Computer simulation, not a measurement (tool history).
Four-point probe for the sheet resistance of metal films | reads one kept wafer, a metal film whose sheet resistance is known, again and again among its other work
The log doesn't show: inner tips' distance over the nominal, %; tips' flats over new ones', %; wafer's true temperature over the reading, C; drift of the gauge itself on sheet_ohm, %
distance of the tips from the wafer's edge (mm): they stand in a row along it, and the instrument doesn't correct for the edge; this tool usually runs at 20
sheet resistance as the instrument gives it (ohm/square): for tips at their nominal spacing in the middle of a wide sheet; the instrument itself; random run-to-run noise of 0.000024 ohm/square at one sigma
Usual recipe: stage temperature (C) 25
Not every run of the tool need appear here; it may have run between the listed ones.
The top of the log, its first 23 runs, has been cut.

run	hour	stage temperature (C)	distance of the tips from the wafer's edge (mm)	touches since the probe head was changed	hours of work since the stage's thermometer was calibrated	sheet resistance as the instrument gives it (ohm/square)
# hour 1135.5: stage's thermometer calibrated
24	1135.5	26	10	47614	0	0.119273
25	1170	32	68	48860	23	0.118834
26	1215.6	32	68	50505	53	0.11882
27	1273.7	32	68	52603	92	0.118817
28	1310.4	26	8	53925	116	0.119459
29	1355.9	24	20	55569	147	0.119356
30	1387.6	35	29	56711	168	0.118718
31	1422.7	19	12	57980	191	0.119757
# hour 1452.7: stage's thermometer calibrated, once more
32	1461.3	27	20	59354	6	0.119534
33	1497.3	18	3	60652	30	0.121773
34	1531.8	18	3	61898	53	0.121773
35	1570.8	19	13	63307	79	0.120073
36	1630.3	27	10	65450	118	0.119699
37	1679.3	27	10	67220	151	0.11968
38	1708.7	33	4	68279	170	0.120201
39	1737.5	27	4	69320	189	0.120532
40	1788.7	29	5	71167	223	0.120055
41	1823.8	29	5	72435	247	0.120131
42	1882.2	19	7	74540	286	0.120368
43	1931.3	25	12	76314	318	0.119847
44	1977.9	25	12	77993	349	0.119813
45	2015.8	20	49	79362	375	0.119987

Forecast each of these 3 alternatives for the next run:
A	2056.6	32	10	80834	402	?
B	2056.6	23	4	80834	402	?
C	2056.6	26	12	80834	402	?

run	sheet resistance as the instrument gives it (ohm/square)
A	0.119554
B	0.120855
C	0.119759
With the hidden condition removed and each run's random variation left untouched, the same runs would have given:
run	sheet resistance as the instrument gives it (ohm/square)
A	0.11839
B	0.119679
C	0.118593
